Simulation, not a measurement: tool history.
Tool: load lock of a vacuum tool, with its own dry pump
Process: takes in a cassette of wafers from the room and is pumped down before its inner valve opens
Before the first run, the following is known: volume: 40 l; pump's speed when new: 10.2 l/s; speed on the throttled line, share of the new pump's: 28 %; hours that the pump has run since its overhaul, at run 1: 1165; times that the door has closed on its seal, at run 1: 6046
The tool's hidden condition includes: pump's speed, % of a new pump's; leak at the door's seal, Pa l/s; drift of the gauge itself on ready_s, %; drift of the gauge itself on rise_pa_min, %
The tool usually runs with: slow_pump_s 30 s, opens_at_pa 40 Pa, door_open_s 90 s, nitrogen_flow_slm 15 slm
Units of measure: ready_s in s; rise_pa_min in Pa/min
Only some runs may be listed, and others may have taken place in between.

run	hour	slow_pump_s	opens_at_pa	door_open_s	nitrogen_flow_slm	hours that the pump has run since its overhaul	times that the door has closed on its seal	incoming humidity of the room's air, %	ready_s	rise_pa_min
1	0	30	40	90	15	1165	6046	45.6	52.8	0.051
2	246.4	30	40	90	15	1412	6876	46.6	52.9	0.047
3	441.7	30	40	90	15	1607	7534	45.6	53	0.048
4	587.2	30	40	90	15	1753	8024	48.4	53.3	0.053
5	727.1	30	40	90	15	1893	8495	44.2	53.2	0.055
6	922.4	30	40	90	15	2088	9153	47.3	53.1	0.058
7	1050.1	30	40	90	15	2216	9584	44.9	53.2	0.059
8	1308.3	30	40	90	15	2474	10453	45.6	53	0.065
9	1532	30	40	90	15	2698	11207	45.3	53.3	0.073
10	1709.7	30	40	90	15	2875	11806	47	53	0.08
11	1857	30	40	90	15	3022	12302	45.2	53.4	0.079
12	2099.3	30	40	90	15	3265	13118	47	53.7	0.082
13	2212.6	30	40	90	15	3378	13500	47.9	53.2	0.092
14	2450.4	30	40	90	15	3616	14301	47.7	53.6	0.099
15	2683	30	40	90	15	3849	15085	45.7	53.4	0.101
16	2846.8	30	40	90	15	4012	15637	43	53.7	0.102
17	2999	30	40	90	15	4164	16149	44.9	53.7	0.112
18	3219.8	30	40	90	15	4385	16893	46.7	53.8	0.124
19	3338.5	30	40	90	15	4504	17293	41.7	53.5	0.126
20	3520.3	35	70	40	8	4686	17906	46.3	55	0.13
21	3751.5	56	40	146	17	4917	18684	45.5	72.5	0.144
22	3980.3	17	40	90	5	5146	19455	46.3	44.7	0.166
23	4133.4	17	40	90	5	5299	19971	45.5	44.9	0.169
24	4279	31	44	48	5	5444	20462	40.2	54.2	0.166
25	4410.7	32	77	102	27	5576	20905	43.5	52.4	0.162
# hour 4487.9: door's seal changed, seat wiped
26	4613	32	78	168	35	5777	421	44.5	52.6	0.015
27	4782	32	78	168	35	5946	990	44.2	52.5	0.021
28	4926	43	74	90	15	6090	1475	45.3	60.6	0.02
29	5106.1	43	47	57	15	6270	2082	42.2	62.6	0.022

Forecast run 30:
30	5250.4	59	32	163	15	6414	2568	44.6	?	?

Run 30 came out at ready_s 75.6 s, rise_pa_min 0.03 Pa/min.
The same run, on a tool lacking any hidden state, would have yielded ready_s 74.4 s, rise_pa_min 0.023 Pa/min.

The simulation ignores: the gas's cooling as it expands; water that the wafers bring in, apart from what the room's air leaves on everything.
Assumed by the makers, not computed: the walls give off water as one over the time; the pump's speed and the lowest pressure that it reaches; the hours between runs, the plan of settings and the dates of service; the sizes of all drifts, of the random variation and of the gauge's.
